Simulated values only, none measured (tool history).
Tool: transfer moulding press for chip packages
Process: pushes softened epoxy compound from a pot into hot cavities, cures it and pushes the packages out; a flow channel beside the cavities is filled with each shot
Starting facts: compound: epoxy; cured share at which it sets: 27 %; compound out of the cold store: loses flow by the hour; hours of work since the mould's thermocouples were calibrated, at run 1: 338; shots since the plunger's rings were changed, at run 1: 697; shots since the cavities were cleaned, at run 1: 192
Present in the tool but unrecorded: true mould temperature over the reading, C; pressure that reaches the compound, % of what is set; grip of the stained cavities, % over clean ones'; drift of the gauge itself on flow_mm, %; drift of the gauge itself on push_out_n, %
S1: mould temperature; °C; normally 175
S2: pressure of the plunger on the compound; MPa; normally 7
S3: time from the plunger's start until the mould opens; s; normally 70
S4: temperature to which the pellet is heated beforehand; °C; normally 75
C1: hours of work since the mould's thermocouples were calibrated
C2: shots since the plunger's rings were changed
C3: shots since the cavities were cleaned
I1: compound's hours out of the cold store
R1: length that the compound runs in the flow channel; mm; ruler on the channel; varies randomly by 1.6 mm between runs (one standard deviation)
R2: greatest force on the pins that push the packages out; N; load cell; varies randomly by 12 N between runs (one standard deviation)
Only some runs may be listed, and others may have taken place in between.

run 1 day=0 | S1=175 S2=7 S3=70 S4=75 | C1=338 C2=697 C3=192 | I1=47 | R1=694 R2=726
-- day=0.971 cavities cleaned with cleaning compound and waxed
run 2 day=1.183 | S1=175 S2=7 S3=70 S4=75 | C1=349 C2=978 C3=54 | I1=42.4 | R1=705 R2=619
run 3 day=2.458 | S1=175 S2=7 S3=70 S4=75 | C1=361 C2=1299 C3=375 | I1=10.4 | R1=802 R2=922
-- day=2.754 mould's thermocouples calibrated
-- day=2.817 cavities cleaned with cleaning compound and waxed
run 4 day=3.383 | S1=175 S2=7 S3=70 S4=75 | C1=6 C2=1494 C3=143 | I1=11.8 | R1=792 R2=702
-- day=4.567 cavities cleaned with cleaning compound and waxed
run 5 day=4.975 | S1=175 S2=7 S3=70 S4=83 | C1=20 C2=1877 C3=102 | I1=22 | R1=754 R2=667
-- day=6.246 cavities cleaned with cleaning compound and waxed
run 6 day=6.429 | S1=175 S2=7 S3=70 S4=83 | C1=34 C2=2227 C3=47 | I1=33.6 | R1=716 R2=593
run 7 day=7.779 | S1=181 S2=5.5 S3=67 S4=74 | C1=47 C2=2565 C3=385 | I1=19.8 | R1=658 R2=682
-- day=7.962 cavities cleaned with cleaning compound and waxed
run 8 day=8.862 | S1=179 S2=7.76 S3=58 S4=79 | C1=57 C2=2821 C3=225 | I1=19.4 | R1=787 R2=906
-- day=9.304 plunger's sealing rings changed
run 9 day=9.642 | S1=179 S2=7 S3=70 S4=75 | C1=63 C2=85 C3=395 | I1=32.7 | R1=730 R2=718
-- day=9.833 cavities cleaned with cleaning compound and waxed
run 10 day=10.917 | S1=175 S2=7 S3=58 S4=68 | C1=75 C2=389 C3=272 | I1=16.9 | R1=790 R2=1290

Some steps in R1 between neighbouring runs. How much of each would the tool show without its hidden state too (settings, what came in, random variation), and how much is left for the hidden state, with any gauge scatter that isn't in both results?
Run 7 -> 8: S1 181 -> 179, S2 5.5 -> 7.76, S3 67 -> 58, S4 74 -> 79, cavities cleaned with cleaning compound and waxed. R1 +129 mm: hidden state -6, all else +135.
Run 8 -> 9: S2 7.76 -> 7, S3 58 -> 70, S4 79 -> 75, plunger's sealing rings changed. R1 -57 mm: hidden state +25, all else -82.
